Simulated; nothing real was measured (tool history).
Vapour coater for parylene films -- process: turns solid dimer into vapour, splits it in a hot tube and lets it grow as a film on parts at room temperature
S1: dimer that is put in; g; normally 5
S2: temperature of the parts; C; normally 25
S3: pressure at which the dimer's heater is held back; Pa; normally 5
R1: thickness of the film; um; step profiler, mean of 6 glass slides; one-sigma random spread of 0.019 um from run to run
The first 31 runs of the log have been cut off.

run 32 day=44.662 | S1=6 S2=33 S3=5 | R1=1.3
run 33 day=45.817 | S1=4 S2=21 S3=2.41 | R1=1.34
run 34 day=47.262 | S1=4 S2=21 S3=2.41 | R1=1.33
run 35 day=48.696 | S1=4 S2=21 S3=2.41 | R1=1.32
run 36 day=49.871 | S1=5 S2=25 S3=3.9 | R1=1.42
run 37 day=51.05 | S1=5 S2=25 S3=3.9 | R1=1.39
run 38 day=52.575 | S1=5 S2=25 S3=3.9 | R1=1.41
run 39 day=53.367 | S1=5 S2=25 S3=11.5 | R1=1.29
run 40 day=55.225 | S1=5 S2=25 S3=11.5 | R1=1.3
run 41 day=56.421 | S1=7 S2=33 S3=5.95 | R1=1.52
run 42 day=58.262 | S1=7 S2=33 S3=10.93 | R1=1.44
run 43 day=59.425 | S1=7 S2=33 S3=10.93 | R1=1.42
run 44 day=61.312 | S1=7 S2=31 S3=9.51 | R1=1.51
run 45 day=62.833 | S1=5 S2=36 S3=5 | R1=0.99
run 46 day=63.975 | S1=2 S2=23 S3=5 | R1=0.58
run 47 day=64.9 | S1=6 S2=23 S3=8.35 | R1=1.68

Predict each of these 3 candidate next runs independently; none follows another, all start after run 47:
run A day=66.396 | S1=2 S2=19 S3=7.01 | R1=?
run B day=66.396 | S1=6 S2=22 S3=8.35 | R1=?
run C day=66.396 | S1=5 S2=24 S3=2.72 | R1=?

run=A R1=0.68
run=B R1=1.73
run=C R1=1.49
What these runs would have given with no unlogged condition in the tool:
run=A R1=0.68
run=B R1=1.74
run=C R1=1.5
